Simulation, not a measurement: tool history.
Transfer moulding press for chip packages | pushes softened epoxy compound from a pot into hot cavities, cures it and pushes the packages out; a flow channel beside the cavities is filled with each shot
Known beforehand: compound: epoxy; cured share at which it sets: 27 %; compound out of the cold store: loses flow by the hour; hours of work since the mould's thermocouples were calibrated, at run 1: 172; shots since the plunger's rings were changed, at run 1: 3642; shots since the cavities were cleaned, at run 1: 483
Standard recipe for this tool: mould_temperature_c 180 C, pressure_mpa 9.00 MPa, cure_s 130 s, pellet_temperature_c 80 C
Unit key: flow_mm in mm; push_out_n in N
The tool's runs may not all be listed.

| run | hour | mould_temperature_c | pressure_mpa | cure_s | pellet_temperature_c | hours of work since the mould's thermocouples were calibrated | shots since the plunger's rings were changed | shots since the cavities were cleaned | incoming compound's hours out of the cold store | flow_mm | push_out_n |
|---|---|---|---|---|---|---|---|---|---|---|---|
| 1 | 0.0 | 180 | 9.00 | 130 | 80 | 172 | 3642 | 483 | 13.4 | 825 | 293 |
| 2 | 8.5 | 180 | 9.00 | 130 | 80 | 176 | 3694 | 535 | 12.5 | 825 | 305 |
| 3 | 23.2 | 180 | 9.00 | 130 | 80 | 182 | 3786 | 627 | 14.9 | 818 | 316 |
| 4 | 32.2 | 180 | 9.00 | 130 | 80 | 187 | 3842 | 683 | 42.1 | 736 | 302 |
|  | 40.4 | cavities cleaned with cleaning compound and waxed |
| 5 | 49.0 | 180 | 9.00 | 161 | 80 | 193 | 3937 | 54 | 38.3 | 746 | 201 |
| 6 | 58.5 | 180 | 9.00 | 161 | 80 | 198 | 3996 | 113 | 18.6 | 804 | 223 |
| 7 | 70.6 | 180 | 9.00 | 161 | 80 | 203 | 4071 | 188 | 37.2 | 755 | 231 |
| 8 | 82.4 | 187 | 9.00 | 161 | 80 | 208 | 4145 | 262 | 21.7 | 775 | 228 |
| 9 | 97.7 | 180 | 8.85 | 130 | 80 | 215 | 4239 | 356 | 20.4 | 788 | 294 |
| 10 | 110.0 | 182 | 9.00 | 130 | 80 | 221 | 4316 | 433 | 32.4 | 756 | 272 |
| 11 | 124.5 | 183 | 9.00 | 130 | 80 | 227 | 4406 | 523 | 37.5 | 743 | 274 |
|  | 127.5 | mould's thermocouples calibrated |
| 12 | 138.2 | 180 | 9.00 | 130 | 74 | 5 | 4479 | 596 | 38.0 | 740 | 302 |
| 13 | 148.8 | 180 | 9.00 | 130 | 74 | 9 | 4545 | 662 | 10.4 | 827 | 310 |
|  | 160.3 | cavities cleaned with cleaning compound and waxed |
| 14 | 164.5 | 180 | 9.00 | 130 | 85 | 16 | 4633 | 26 | 18.2 | 796 | 245 |
| 15 | 173.0 | 182 | 8.46 | 130 | 85 | 20 | 4686 | 79 | 37.4 | 719 | 244 |
| 16 | 180.3 | 183 | 10.58 | 157 | 80 | 23 | 4731 | 124 | 26.8 | 826 | 213 |
| 17 | 190.5 | 173 | 7.26 | 137 | 88 | 27 | 4795 | 188 | 12.6 | 753 | 384 |
| 18 | 198.6 | 184 | 9.22 | 130 | 72 | 31 | 4845 | 238 | 20.3 | 792 | 240 |
|  | 205.6 | mould's thermocouples calibrated, once more |
| 19 | 207.5 | 178 | 8.87 | 130 | 82 | 1 | 4888 | 281 | 20.5 | 789 | 304 |
| 20 | 215.4 | 180 | 10.94 | 118 | 71 | 4 | 4937 | 330 | 17.5 | 873 | 310 |
| 21 | 230.5 | 173 | 6.90 | 121 | 84 | 11 | 5031 | 424 | 21.8 | 704 | 503 |
| 22 | 237.6 | 187 | 9.00 | 130 | 80 | 14 | 5075 | 468 | 20.0 | 768 | 257 |
| 23 | 251.7 | 177 | 10.32 | 130 | 80 | 21 | 5162 | 555 | 17.2 | 866 | 349 |
| 24 | 262.0 | 174 | 7.73 | 130 | 80 | 25 | 5227 | 620 | 26.4 | 731 | 422 |
| 25 | 271.4 | 174 | 8.13 | 130 | 80 | 29 | 5285 | 678 | 36.4 | 722 | 419 |
|  | 280.1 | cavities cleaned with cleaning compound and waxed |
| 26 | 284.5 | 174 | 8.13 | 130 | 80 | 35 | 5357 | 27 | 37.4 | 710 | 299 |
| 27 | 299.0 | 174 | 8.13 | 130 | 80 | 41 | 5447 | 117 | 14.0 | 782 | 342 |
| 28 | 313.7 | 186 | 8.38 | 117 | 86 | 48 | 5538 | 208 | 42.3 | 681 | 242 |

3 options for the next run, each taken on its own from the tool as it stands now. Forecast them:
| A | 320.7 | 180 | 7.32 | 133 | 83 | 51 | 5582 | 252 | 16.2 | ? | ? |
| B | 320.7 | 179 | 9.18 | 131 | 86 | 51 | 5582 | 252 | 43.7 | ? | ? |
| C | 320.7 | 186 | 8.38 | 117 | 75 | 51 | 5582 | 252 | 13.3 | ? | ? |

| run | flow_mm | push_out_n |
|---|---|---|
| A | 721 | 264 |
| B | 726 | 287 |
| C | 758 | 249 |
Without the tool's hidden state the same runs would have given:
| run | flow_mm | push_out_n |
|---|---|---|
| A | 771 | 213 |
| B | 776 | 233 |
| C | 810 | 200 |
